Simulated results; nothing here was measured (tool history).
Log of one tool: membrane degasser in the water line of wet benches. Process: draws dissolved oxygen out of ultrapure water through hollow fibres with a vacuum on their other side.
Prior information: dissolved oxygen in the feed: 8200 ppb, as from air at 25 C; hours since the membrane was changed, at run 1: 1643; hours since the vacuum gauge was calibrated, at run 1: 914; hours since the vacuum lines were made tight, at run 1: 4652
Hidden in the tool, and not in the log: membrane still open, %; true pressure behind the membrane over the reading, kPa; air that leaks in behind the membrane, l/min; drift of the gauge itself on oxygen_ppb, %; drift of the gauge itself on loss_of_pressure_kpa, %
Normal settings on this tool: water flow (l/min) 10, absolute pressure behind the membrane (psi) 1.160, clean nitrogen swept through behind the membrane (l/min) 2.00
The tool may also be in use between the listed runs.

| run | hour | water flow (l/min) | absolute pressure behind the membrane (psi) | clean nitrogen swept through behind the membrane (l/min) | hours since the membrane was changed | hours since the vacuum gauge was calibrated | hours since the vacuum lines were made tight | dissolved oxygen in the water behind the degasser (ppb) | pressure that the water loses in the fibres (psi) |
|---|---|---|---|---|---|---|---|---|---|
| 1 | 0.0 | 10 | 1.160 | 2.00 | 1643 | 914 | 4652 | 178.1 | 6.382 |
| 2 | 167.6 | 12 | 1.160 | 2.00 | 1810 | 1082 | 4820 | 255.8 | 7.655 |
| 3 | 335.4 | 10 | 1.160 | 2.00 | 1978 | 1250 | 4987 | 177.5 | 6.414 |
| 4 | 597.0 | 10 | 1.160 | 2.00 | 2240 | 1511 | 5249 | 179.7 | 6.431 |
| 5 | 811.9 | 10 | 1.160 | 2.00 | 2455 | 1726 | 5464 | 179.4 | 6.409 |
| 6 | 1047.8 | 10 | 1.160 | 2.00 | 2691 | 1962 | 5700 | 181.7 | 6.454 |
| 7 | 1260.1 | 10 | 1.160 | 4.97 | 2903 | 2174 | 5912 | 147.0 | 6.474 |
| 8 | 1539.3 | 10 | 1.160 | 2.26 | 3182 | 2454 | 6191 | 180.7 | 6.428 |
| 9 | 1738.6 | 10 | 1.160 | 2.26 | 3381 | 2653 | 6391 | 179.6 | 6.483 |
| 10 | 1925.5 | 10 | 1.160 | 2.26 | 3568 | 2840 | 6577 | 177.3 | 6.474 |
| 11 | 2102.1 | 10 | 1.160 | 2.26 | 3745 | 3016 | 6754 | 175.4 | 6.477 |
| 12 | 2272.6 | 10 | 1.160 | 2.26 | 3915 | 3187 | 6925 | 179.0 | 6.477 |
| 13 | 2495.9 | 10 | 1.160 | 2.00 | 4139 | 3410 | 7148 | 185.4 | 6.453 |
| 14 | 2672.6 | 10 | 1.160 | 2.00 | 4315 | 3587 | 7325 | 183.9 | 6.512 |
| 15 | 2889.8 | 10 | 1.160 | 2.00 | 4533 | 3804 | 7542 | 184.7 | 6.490 |
| 16 | 3054.6 | 10 | 1.160 | 2.00 | 4697 | 3969 | 7707 | 188.0 | 6.506 |
| 17 | 3292.5 | 15 | 1.160 | 1.89 | 4935 | 4207 | 7945 | 416.4 | 9.790 |
| 18 | 3411.2 | 10 | 1.797 | 1.08 | 5054 | 4326 | 8063 | 329.0 | 6.509 |
| 19 | 3535.9 | 10 | 1.797 | 1.08 | 5179 | 4450 | 8188 | 324.5 | 6.457 |
| 20 | 3752.2 | 10 | 1.797 | 1.08 | 5395 | 4667 | 8404 | 332.3 | 6.541 |
| 21 | 4004.8 | 10 | 1.160 | 1.65 | 5648 | 4919 | 8657 | 202.3 | 6.532 |
| 22 | 4266.8 | 10 | 1.160 | 1.65 | 5910 | 5181 | 8919 | 202.0 | 6.563 |
| 23 | 4519.8 | 16 | 1.160 | 1.70 | 6163 | 5434 | 9172 | 487.0 | 10.425 |
| 24 | 4695.0 | 12 | 2.894 | 1.72 | 6338 | 5609 | 9347 | 468.1 | 7.867 |
| 25 | 4934.5 | 12 | 2.894 | 1.72 | 6577 | 5849 | 9586 | 467.5 | 7.857 |
| 26 | 5155.3 | 14 | 1.160 | 1.01 | 6798 | 6070 | 9807 | 439.9 | 9.162 |
| 27 | 5435.4 | 13 | 1.796 | 1.13 | 7078 | 6350 | 10087 | 484.9 | 8.533 |
|  | 5456.8 | vacuum gauge calibrated |
| 28 | 5702.3 | 11 | 1.796 | 1.59 | 7345 | 245 | 10354 | 314.1 | 7.242 |
| 29 | 5883.5 | 11 | 1.796 | 1.59 | 7526 | 427 | 10535 | 316.9 | 7.185 |
| 30 | 6114.6 | 7 | 1.796 | 1.59 | 7757 | 658 | 10766 | 149.0 | 4.641 |
|  | 6239.2 | seals of the vacuum lines changed |
| 31 | 6261.8 | 13 | 0.920 | 2.29 | 7902 | 803 | 23 | 293.1 | 8.611 |

What if the next run were any one of these 5? Each begins from the tool's condition after run 31:
| A | 6542.7 | 9 | 0.920 | 2.29 | 8183 | 1084 | 304 | ? | ? |
| B | 6542.7 | 10 | 1.004 | 0.97 | 8183 | 1084 | 304 | ? | ? |
| C | 6542.7 | 6 | 1.160 | 3.16 | 8183 | 1084 | 304 | ? | ? |
| D | 6542.7 | 10 | 1.160 | 3.46 | 8183 | 1084 | 304 | ? | ? |
| E | 6542.7 | 15 | 1.040 | 2.39 | 8183 | 1084 | 304 | ? | ? |

| run | dissolved oxygen in the water behind the degasser (ppb) | pressure that the water loses in the fibres (psi) |
|---|---|---|
| A | 132.8 | 5.907 |
| B | 223.3 | 6.644 |
| C | 51.3 | 3.948 |
| D | 170.6 | 6.609 |
| E | 391.4 | 9.886 |
Had the tool no hidden state, the same runs would have come out as:
| run | dissolved oxygen in the water behind the degasser (ppb) | pressure that the water loses in the fibres (psi) |
|---|---|---|
| A | 117.1 | 5.704 |
| B | 202.8 | 6.416 |
| C | 45.5 | 3.813 |
| D | 151.3 | 6.380 |
| E | 354.3 | 9.543 |
